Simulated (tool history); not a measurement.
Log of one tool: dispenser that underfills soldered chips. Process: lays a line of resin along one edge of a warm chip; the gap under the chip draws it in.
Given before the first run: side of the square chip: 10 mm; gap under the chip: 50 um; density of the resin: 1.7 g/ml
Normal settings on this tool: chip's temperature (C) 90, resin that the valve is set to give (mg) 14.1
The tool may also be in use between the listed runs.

| run | day | chip's temperature (C) | resin that the valve is set to give (mg) | time until the resin shows at the far edge (s) | resin that the valve gave (mg) |
|---|---|---|---|---|---|
| 1 | 0.000 | 90 | 14.1 | 103.2 | 13.47 |
|  | 0.079 | new syringe of resin |
| 2 | 0.275 | 90 | 14.1 | 87.4 | 13.44 |
| 3 | 0.483 | 77 | 14.1 | 165.0 | 13.36 |
|  | 0.546 | dispensing valve cleaned and set on the balance |
|  | 0.588 | new syringe of resin |
| 4 | 0.708 | 88 | 14.1 | 87.9 | 13.97 |
| 5 | 0.971 | 90 | 14.1 | 103.5 | 14.01 |
|  | 1.067 | new syringe of resin |
| 6 | 1.158 | 90 | 14.1 | 82.9 | 13.97 |
| 7 | 1.388 | 90 | 14.1 | 98.7 | 13.91 |
|  | 1.533 | new syringe of resin |
| 8 | 1.600 | 90 | 14.1 | 77.1 | 13.76 |
| 9 | 1.812 | 90 | 15.9 | 93.4 | 15.58 |
|  | 2.008 | new syringe of resin |
| 10 | 2.121 | 78 | 15.9 | 125.2 | 15.45 |
| 11 | 2.421 | 78 | 15.9 | 157.5 | 15.38 |
|  | 2.479 | new syringe of resin |
| 12 | 2.708 | 78 | 15.9 | 137.9 | 15.31 |
| 13 | 2.846 | 78 | 15.9 | 153.8 | 15.27 |
|  | 2.967 | new syringe of resin |
| 14 | 3.050 | 91 | 15.9 | 76.8 | 15.23 |
| 15 | 3.271 | 90 | 14.1 | 96.4 | 13.40 |
|  | 3.438 | new syringe of resin |
| 16 | 3.458 | 90 | 14.1 | 77.6 | 13.42 |
| 17 | 3.725 | 78 | 12.5 | 150.1 | 11.80 |
|  | 3.917 | new syringe of resin |
|  | 3.958 | dispensing valve cleaned and set on the balance |
| 18 | 4.012 | 78 | 12.5 | 119.0 | 12.46 |
| 19 | 4.225 | 79 | 15.2 | 135.7 | 15.17 |
| 20 | 4.408 | 79 | 15.2 | 158.3 | 15.07 |

Run 21 is up next; what results do you expect?
|  | 4.442 | new syringe of resin |
| 21 | 4.733 | 84 | 12.1 | ? | ? |

Run 21 produced time until the resin shows at the far edge (s) 118.4, resin that the valve gave (mg) 11.97.
With the hidden condition absent and the run-to-run variation left alone, this run would have shown time until the resin shows at the far edge (s) 92.9, resin that the valve gave (mg) 12.13.
